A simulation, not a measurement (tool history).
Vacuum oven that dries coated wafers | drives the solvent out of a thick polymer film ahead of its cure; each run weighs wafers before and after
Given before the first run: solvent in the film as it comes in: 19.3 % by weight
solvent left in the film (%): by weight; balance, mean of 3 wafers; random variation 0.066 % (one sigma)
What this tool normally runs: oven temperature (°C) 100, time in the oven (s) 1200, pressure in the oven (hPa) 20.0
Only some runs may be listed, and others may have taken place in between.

| run | hour | oven temperature (°C) | time in the oven (s) | pressure in the oven (hPa) | solvent left in the film (%) |
|---|---|---|---|---|---|
| 1 | 0.0 | 100 | 1200 | 20.0 | 4.39 |
| 2 | 26.5 | 100 | 1200 | 20.0 | 4.41 |
| 3 | 38.3 | 100 | 1200 | 20.0 | 4.41 |
| 4 | 53.3 | 100 | 1200 | 38.7 | 5.22 |
| 5 | 68.6 | 100 | 1200 | 38.7 | 5.19 |
| 6 | 87.0 | 100 | 1200 | 38.7 | 5.02 |
| 7 | 102.4 | 100 | 1200 | 38.7 | 5.26 |
| 8 | 122.7 | 100 | 1200 | 38.7 | 5.04 |
| 9 | 138.2 | 90 | 1680 | 20.7 | 6.18 |
| 10 | 161.0 | 94 | 1380 | 68.1 | 7.93 |
| 11 | 178.3 | 94 | 1380 | 68.1 | 7.84 |
| 12 | 201.0 | 94 | 1380 | 68.1 | 7.84 |
| 13 | 225.3 | 100 | 1800 | 32.8 | 3.22 |
| 14 | 244.6 | 100 | 1800 | 32.8 | 3.13 |
| 15 | 256.8 | 90 | 1800 | 79.2 | 8.79 |
| 16 | 275.6 | 100 | 780 | 15.4 | 6.56 |

5 ways to go on from here, each from the tool as it stands after run 16. What would each give?
| A | 287.1 | 113 | 660 | 74.5 | ? |
| B | 287.1 | 101 | 780 | 24.8 | ? |
| C | 287.1 | 107 | 1080 | 10.6 | ? |
| D | 287.1 | 100 | 780 | 33.6 | ? |
| E | 287.1 | 99 | 660 | 35.8 | ? |

| run | solvent left in the film (%) |
|---|---|
| A | 4.77 |
| B | 6.59 |
| C | 2.53 |
| D | 7.16 |
| E | 8.38 |
Without the tool's hidden state the same runs would have given:
| run | solvent left in the film (%) |
|---|---|
| A | 4.76 |
| B | 6.59 |
| C | 2.52 |
| D | 7.15 |
| E | 8.37 |
